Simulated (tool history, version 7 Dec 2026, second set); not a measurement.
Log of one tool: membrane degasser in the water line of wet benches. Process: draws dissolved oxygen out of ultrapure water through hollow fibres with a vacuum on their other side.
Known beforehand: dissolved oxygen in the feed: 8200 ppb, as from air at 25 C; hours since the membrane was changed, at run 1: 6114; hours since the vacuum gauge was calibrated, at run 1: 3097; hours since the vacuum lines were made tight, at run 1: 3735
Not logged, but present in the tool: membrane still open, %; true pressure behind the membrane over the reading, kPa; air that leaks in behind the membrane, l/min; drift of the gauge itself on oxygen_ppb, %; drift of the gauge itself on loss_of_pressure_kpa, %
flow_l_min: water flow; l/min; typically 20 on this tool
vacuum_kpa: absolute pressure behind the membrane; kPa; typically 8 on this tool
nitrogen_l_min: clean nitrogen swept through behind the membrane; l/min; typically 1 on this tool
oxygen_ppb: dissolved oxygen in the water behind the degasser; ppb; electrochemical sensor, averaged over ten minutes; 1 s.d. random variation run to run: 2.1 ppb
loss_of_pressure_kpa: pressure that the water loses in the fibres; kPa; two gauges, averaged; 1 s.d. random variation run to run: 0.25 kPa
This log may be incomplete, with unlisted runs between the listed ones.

| run | hour | flow_l_min | vacuum_kpa | nitrogen_l_min | hours since the membrane was changed | hours since the vacuum gauge was calibrated | hours since the vacuum lines were made tight | oxygen_ppb | loss_of_pressure_kpa |
|---|---|---|---|---|---|---|---|---|---|
| 1 | 0 | 20 | 8 | 1 | 6114 | 3097 | 3735 | 209.4 | 67.93 |
| 2 | 295 | 20 | 8 | 1 | 6409 | 3392 | 4030 | 210.5 | 68.19 |
| 3 | 474.9 | 20 | 8 | 1 | 6589 | 3571 | 4210 | 212.2 | 67.69 |
| 4 | 649.2 | 20 | 8 | 1 | 6763 | 3746 | 4384 | 212 | 68.04 |
| 5 | 908.8 | 20 | 5.23 | 1 | 7023 | 4005 | 4644 | 91.5 | 68.1 |
| 6 | 1179.7 | 20 | 5.23 | 1 | 7294 | 4276 | 4915 | 93 | 67.89 |
| 7 | 1397.1 | 20 | 5.23 | 1 | 7511 | 4494 | 5132 | 91.1 | 67.5 |
| 8 | 1653.4 | 20 | 5.23 | 1 | 7768 | 4750 | 5388 | 92 | 67.47 |
| 9 | 1976.4 | 20 | 5.23 | 1 | 8091 | 5073 | 5711 | 92.5 | 67.49 |
| 10 | 2110.6 | 20 | 5.23 | 1 | 8225 | 5207 | 5846 | 93.8 | 67.7 |
| 11 | 2345.5 | 20 | 5.23 | 1 | 8460 | 5442 | 6081 | 90.8 | 67.83 |
| 12 | 2575.6 | 20 | 4.96 | 1 | 8690 | 5672 | 6311 | 81.1 | 67.77 |
| 13 | 2748.2 | 20 | 4.96 | 1 | 8862 | 5845 | 6483 | 80.3 | 67.99 |
| 14 | 3004.1 | 20 | 4.96 | 1 | 9118 | 6101 | 6739 | 79.4 | 68.25 |
|  | 3190 | seals of the vacuum lines changed |
| 15 | 3291.6 | 20 | 7.06 | 0.62 | 9404 | 6386 | 102 | 250.4 | 67.53 |
| 16 | 3486.5 | 20 | 7.56 | 1 | 9599 | 6581 | 297 | 197.6 | 68.1 |
| 17 | 3641.2 | 20 | 7.56 | 1 | 9753 | 6736 | 451 | 191.3 | 67.41 |
| 18 | 3853.2 | 20 | 7.56 | 1 | 9965 | 6948 | 663 | 192 | 67.72 |
| 19 | 4006.9 | 20 | 7.56 | 1 | 10119 | 7102 | 817 | 192 | 67.7 |
|  | 4233.6 | vacuum gauge calibrated |
| 20 | 4269.5 | 20 | 7.56 | 1 | 10381 | 36 | 1079 | 195 | 67.43 |
| 21 | 4400.1 | 20 | 7.56 | 1 | 10512 | 167 | 1210 | 190.1 | 67.89 |
| 22 | 4621.1 | 22 | 8 | 0.64 | 10733 | 388 | 1431 | 332.9 | 74.54 |
| 23 | 4781 | 22 | 8 | 0.64 | 10893 | 547 | 1591 | 332.5 | 74.71 |
| 24 | 5045.8 | 12 | 8 | 0.93 | 11158 | 812 | 1855 | 141.9 | 40.88 |
| 25 | 5342.1 | 20 | 8.89 | 1.43 | 11454 | 1109 | 2152 | 181 | 67.8 |
|  | 5559 | membrane cartridge changed |
| 26 | 5575.2 | 20 | 8.89 | 1.43 | 16 | 1338 | 2381 | 181.6 | 67.28 |

Predict each of these 3 candidate next runs independently; none follows another, all start after run 26:
| A | 5805.3 | 17 | 17.77 | 1.43 | 246 | 1568 | 2611 | ? | ? |
| B | 5805.3 | 13 | 13.47 | 1.43 | 246 | 1568 | 2611 | ? | ? |
| C | 5805.3 | 28 | 5.27 | 0.65 | 246 | 1568 | 2611 | ? | ? |

| run | oxygen_ppb | loss_of_pressure_kpa |
|---|---|---|
| A | 382.6 | 57.39 |
| B | 217.9 | 44.28 |
| C | 187.9 | 94.66 |
Stripped of hidden state, with their random variation kept, the same runs would have yielded:
| run | oxygen_ppb | loss_of_pressure_kpa |
|---|---|---|
| A | 382.6 | 57.38 |
| B | 217.9 | 44.28 |
| C | 187.8 | 94.66 |
